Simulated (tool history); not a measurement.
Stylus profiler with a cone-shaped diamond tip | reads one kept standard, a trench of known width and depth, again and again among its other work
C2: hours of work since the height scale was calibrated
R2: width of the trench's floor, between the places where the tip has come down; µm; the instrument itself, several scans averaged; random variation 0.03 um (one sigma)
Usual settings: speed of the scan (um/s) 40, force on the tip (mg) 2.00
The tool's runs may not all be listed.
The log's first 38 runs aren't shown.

Run 39, hour 689.6: usual settings but speed of the scan (um/s) 11, force on the tip (mg) 4.90; scans with this tip 14245; C2 110. Result: depth of the trench (Å) 5137.2, R2 44.89 µm.
Run 40, hour 710.9: usual settings but speed of the scan (um/s) 72, force on the tip (mg) 2.60; scans with this tip 14479; C2 126. Result: depth of the trench (Å) 5089.2, R2 44.76 µm.
Run 41, hour 723.6: usual settings but speed of the scan (um/s) 114; scans with this tip 14619; C2 136. Result: depth of the trench (Å) 5074.5, R2 44.64 µm.
Run 42, hour 738.0: usual settings but speed of the scan (um/s) 85, force on the tip (mg) 0.69; scans with this tip 14777; C2 147. Result: depth of the trench (Å) 5035.4, R2 44.58 µm.
Run 43, hour 755.0: usual settings but speed of the scan (um/s) 85, force on the tip (mg) 0.69; scans with this tip 14965; C2 160. Result: depth of the trench (Å) 5038.9, R2 44.51 µm.
Run 44, hour 772.3: usual settings but speed of the scan (um/s) 26, force on the tip (mg) 0.69; scans with this tip 15155; C2 173. Result: depth of the trench (Å) 5037.9, R2 44.75 µm.
Run 45, hour 786.7: usual settings but speed of the scan (um/s) 26, force on the tip (mg) 0.69; scans with this tip 15314; C2 184. Result: depth of the trench (Å) 5038.0, R2 44.65 µm.
Run 46, hour 806.7: usual settings but speed of the scan (um/s) 94, force on the tip (mg) 4.95; scans with this tip 15534; C2 199. Result: depth of the trench (Å) 5137.8, R2 44.73 µm.
Run 47, hour 820.5: usual settings but speed of the scan (um/s) 94, force on the tip (mg) 4.95; scans with this tip 15685; C2 209. Result: depth of the trench (Å) 5137.3, R2 44.71 µm.

Forecast each of these 3 alternatives for the next run:
Run A, hour 845.8: usual settings but speed of the scan (um/s) 24, force on the tip (mg) 2.08; scans with this tip 15963; C2 228. Result: depth of the trench (Å) ?, R2 ?.
Run B, hour 845.8: usual settings but speed of the scan (um/s) 38, force on the tip (mg) 3.70; scans with this tip 15963; C2 228. Result: depth of the trench (Å) ?, R2 ?.
Run C, hour 845.8: usual settings but speed of the scan (um/s) 94, force on the tip (mg) 5.08; scans with this tip 15963; C2 228. Result: depth of the trench (Å) ?, R2 ?.

run  depth of the trench (Å)     R2
  A                   5077.5  44.72
  B                   5114.9  44.76
  C                   5140.6  44.64
Without the tool's hidden state the same runs would have given:
run  depth of the trench (Å)     R2
  A                   5076.9  45.55
  B                   5114.3  45.59
  C                   5140.0  45.46
